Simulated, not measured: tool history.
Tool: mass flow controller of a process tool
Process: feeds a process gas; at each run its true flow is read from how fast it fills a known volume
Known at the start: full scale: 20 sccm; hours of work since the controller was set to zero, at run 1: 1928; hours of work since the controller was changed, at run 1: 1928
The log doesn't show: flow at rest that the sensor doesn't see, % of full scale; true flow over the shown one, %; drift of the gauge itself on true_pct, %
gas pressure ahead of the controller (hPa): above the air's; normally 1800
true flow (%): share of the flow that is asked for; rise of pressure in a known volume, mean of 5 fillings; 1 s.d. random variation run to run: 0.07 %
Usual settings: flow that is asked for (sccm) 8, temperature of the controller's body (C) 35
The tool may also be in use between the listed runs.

run,hour,flow that is asked for (sccm),gas pressure ahead of the controller (hPa),temperature of the controller's body (C),hours of work since the controller was set to zero,hours of work since the controller was changed,true flow (%)
1,0,8,1800,35,1928,1928,97.43
2,117.9,8,1800,35,2018,2018,97.46
3,287.3,8,1800,35,2147,2147,97.39
4,437.4,8,1800,35,2261,2261,97.36
5,602.6,8,1800,35,2387,2387,97.22
6,681.7,8,1800,29,2448,2448,97.96
7,822.3,8,1800,29,2555,2555,97.73
8,1001.9,12,1800,35,2692,2692,97.69
9,1190.4,12,1800,35,2835,2835,97.75
10,1370.5,12,1800,35,2973,2973,97.73
11,1552.7,19,1990,21,3112,3112,99.58
12,1727.3,8,2030,38,3245,3245,96.53
13,1894.6,12,1800,22,3372,3372,98.89

5 options for the next run, each taken on its own from the tool as it stands now. Forecast them:
A,2086.4,12,2570,33,3518,3518,?
B,2086.4,8,1800,21,3518,3518,?
C,2086.4,3,1800,38,3518,3518,?
D,2086.4,2,1800,35,3518,3518,?
E,2086.4,12,1650,22,3518,3518,?

run,true flow (%)
A,97.22
B,98.4
C,94.87
D,94.06
E,98.9
With no hidden state in the tool, these same runs would have given:
run,true flow (%)
A,98.16
B,99.61
C,97.4
D,97.65
E,99.84
